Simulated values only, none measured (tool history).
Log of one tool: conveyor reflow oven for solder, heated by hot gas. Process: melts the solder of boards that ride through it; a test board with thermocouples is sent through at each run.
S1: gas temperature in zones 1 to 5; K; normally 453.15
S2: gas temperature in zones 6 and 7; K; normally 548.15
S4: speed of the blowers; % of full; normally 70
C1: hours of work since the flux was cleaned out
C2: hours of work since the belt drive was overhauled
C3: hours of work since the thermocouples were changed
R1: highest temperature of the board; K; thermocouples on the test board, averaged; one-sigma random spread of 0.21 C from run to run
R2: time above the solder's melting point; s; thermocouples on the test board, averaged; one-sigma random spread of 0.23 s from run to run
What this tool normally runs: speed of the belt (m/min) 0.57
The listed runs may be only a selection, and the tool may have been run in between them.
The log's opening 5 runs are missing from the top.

run 6 day=5.521 | S1=453.15 S2=548.15 speed_of_the_belt_(m/min)=0.57 S4=70 | C1=251 C2=403 C3=142 | R1=536.35 R2=73.5
run 7 day=6.325 | S1=453.15 S2=562.15 speed_of_the_belt_(m/min)=0.57 S4=70 | C1=264 C2=415 C3=155 | R1=549.15 R2=79
run 8 day=7.283 | S1=467.15 S2=548.15 speed_of_the_belt_(m/min)=0.57 S4=70 | C1=279 C2=430 C3=170 | R1=538.15 R2=80.2
run 9 day=8.342 | S1=453.15 S2=548.15 speed_of_the_belt_(m/min)=0.57 S4=70 | C1=295 C2=447 C3=187 | R1=536.05 R2=73.5
run 10 day=9.204 | S1=453.15 S2=548.15 speed_of_the_belt_(m/min)=0.57 S4=70 | C1=309 C2=460 C3=200 | R1=536.45 R2=73.6
run 11 day=10.225 | S1=450.15 S2=548.15 speed_of_the_belt_(m/min)=0.57 S4=70 | C1=325 C2=476 C3=216 | R1=535.95 R2=72.5
run 12 day=11.646 | S1=450.15 S2=548.15 speed_of_the_belt_(m/min)=0.57 S4=70 | C1=347 C2=499 C3=238 | R1=536.05 R2=71.8
run 13 day=12.633 | S1=453.15 S2=548.15 speed_of_the_belt_(m/min)=0.57 S4=70 | C1=363 C2=514 C3=254 | R1=536.15 R2=73.1
run 14 day=13.625 | S1=453.15 S2=548.15 speed_of_the_belt_(m/min)=0.57 S4=70 | C1=378 C2=530 C3=269 | R1=536.45 R2=73.4
run 15 day=14.996 | S1=453.15 S2=548.15 speed_of_the_belt_(m/min)=0.57 S4=70 | C1=400 C2=551 C3=291 | R1=536.45 R2=73.3
-- day=15.488 flux residue cleaned out of gas plates and filters
run 16 day=16.458 | S1=439.15 S2=548.15 speed_of_the_belt_(m/min)=0.57 S4=70 | C1=15 C2=571 C3=310 | R1=534.85 R2=67.3
run 17 day=17.462 | S1=466.15 S2=558.15 speed_of_the_belt_(m/min)=0.543 S4=70 | C1=31 C2=586 C3=326 | R1=548.35 R2=88.1
run 18 day=18.758 | S1=453.15 S2=548.15 speed_of_the_belt_(m/min)=0.6 S4=66 | C1=51 C2=607 C3=346 | R1=534.25 R2=68.4
run 19 day=19.7 | S1=442.15 S2=549.15 speed_of_the_belt_(m/min)=0.476 S4=70 | C1=66 C2=621 C3=361 | R1=540.75 R2=87.3
run 20 day=20.683 | S1=442.15 S2=549.15 speed_of_the_belt_(m/min)=0.476 S4=70 | C1=81 C2=637 C3=376 | R1=540.35 R2=87.2
run 21 day=22.067 | S1=442.15 S2=562.15 speed_of_the_belt_(m/min)=0.476 S4=70 | C1=103 C2=658 C3=398 | R1=553.15 R2=93.1

What does the tool deliver on the next run?
run 22 day=23.096 | S1=453.15 S2=542.15 speed_of_the_belt_(m/min)=0.655 S4=70 | C1=119 C2=674 C3=414 | R1=? R2=?

R1: 527.25 K
R2: 58.3 s
With the hidden condition absent and the run-to-run variation left alone, this run would have shown R1 527.25 K, R2 58.2 s.
